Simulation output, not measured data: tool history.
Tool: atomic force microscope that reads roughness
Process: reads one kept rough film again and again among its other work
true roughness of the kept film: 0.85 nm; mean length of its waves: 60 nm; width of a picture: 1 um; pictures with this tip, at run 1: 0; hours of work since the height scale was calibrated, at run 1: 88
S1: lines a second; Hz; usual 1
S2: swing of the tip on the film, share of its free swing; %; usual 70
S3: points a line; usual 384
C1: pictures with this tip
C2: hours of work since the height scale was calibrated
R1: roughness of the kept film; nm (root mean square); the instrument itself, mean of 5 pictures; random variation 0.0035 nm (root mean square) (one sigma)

| run | hour | S1 | S2 | S3 | C1 | C2 | R1 |
|---|---|---|---|---|---|---|---|
| 1 | 0 | 1 | 70 | 384 | 0 | 88 | 0.809 |
| 2 | 9.9 | 1 | 70 | 384 | 18 | 95 | 0.804 |
| 3 | 16.5 | 1 | 70 | 384 | 30 | 99 | 0.805 |
| 4 | 25.3 | 1 | 70 | 384 | 46 | 106 | 0.798 |
| 5 | 38.7 | 1 | 70 | 384 | 70 | 115 | 0.791 |
| 6 | 45.8 | 1 | 70 | 384 | 83 | 120 | 0.792 |
| 7 | 57.2 | 1 | 70 | 384 | 104 | 128 | 0.79 |
|  | 65.2 | new tip fitted |
| 8 | 69.8 | 1 | 70 | 345 | 9 | 137 | 0.812 |
|  | 72 | height scale calibrated on a step standard |
| 9 | 79.7 | 1 | 85 | 345 | 25 | 5 | 0.765 |
| 10 | 92.6 | 1 | 85 | 345 | 48 | 15 | 0.761 |
| 11 | 100 | 1 | 83 | 345 | 62 | 20 | 0.764 |
| 12 | 106.8 | 1 | 83 | 345 | 74 | 25 | 0.769 |
| 13 | 122.2 | 1 | 70 | 384 | 102 | 36 | 0.792 |
|  | 130.9 | new tip fitted |
| 14 | 132.9 | 1.47 | 70 | 427 | 3 | 43 | 0.789 |
| 15 | 148.3 | 0.71 | 70 | 384 | 31 | 54 | 0.813 |
|  | 156.4 | height scale calibrated on a step standard, once more |
| 16 | 161.9 | 0.71 | 70 | 384 | 54 | 4 | 0.817 |
| 17 | 176.8 | 0.71 | 70 | 384 | 81 | 14 | 0.803 |
| 18 | 191 | 0.71 | 70 | 384 | 107 | 25 | 0.798 |
|  | 197 | new tip fitted |
| 19 | 203.4 | 1.52 | 73 | 384 | 12 | 33 | 0.776 |
| 20 | 210.7 | 1.52 | 74 | 384 | 25 | 38 | 0.775 |
| 21 | 218.1 | 1 | 64 | 284 | 38 | 43 | 0.802 |
| 22 | 230 | 1 | 64 | 284 | 60 | 52 | 0.808 |
| 23 | 242.5 | 1 | 64 | 284 | 82 | 61 | 0.803 |
| 24 | 252 | 1 | 64 | 284 | 100 | 67 | 0.799 |
|  | 261.9 | new tip fitted |
| 25 | 267 | 3.26 | 74 | 891 | 9 | 78 | 0.719 |
| 26 | 280.4 | 2.47 | 72 | 384 | 33 | 87 | 0.748 |

How the hidden state differs across the entries between the runs, from the last listed run before each to the first after it:
Between runs 7 and 8: new tip fitted (hour 65.2)
  radius of the tip, nm: 32 -> 9.3
  measured less the result without the state, R1: -0.017 -> +0 nm (root mean square)
Between runs 8 and 9: height scale calibrated on a step standard (hour 72)
  radius of the tip, nm: 9.3 -> 13.1; height scale over the true one, %: 0.09 -> 0.15
  measured less the result without the state, R1: +0 -> -0.003 nm (root mean square)
Between runs 13 and 14: new tip fitted (hour 130.9)
  radius of the tip, nm: 30.7 -> 7.9; height scale over the true one, %: 0.15 -> 0.16
  measured less the result without the state, R1: -0.016 -> +0.001 nm (root mean square)
Between runs 15 and 16: height scale calibrated on a step standard, once more (hour 156.4)
  radius of the tip, nm: 14.1 -> 19.4; height scale over the true one, %: 0.16 -> 0.07
  measured less the result without the state, R1: -0.004 -> -0.009 nm (root mean square)
Between runs 18 and 19: new tip fitted (hour 197)
  radius of the tip, nm: 31.8 -> 10.2
  measured less the result without the state, R1: -0.017 -> -0.002 nm (root mean square)
Between runs 24 and 25: new tip fitted (hour 261.9)
  radius of the tip, nm: 31.8 -> 9.2; height scale over the true one, %: 0.09 -> 0.1
  measured less the result without the state, R1: -0.018 -> -0.001 nm (root mean square)
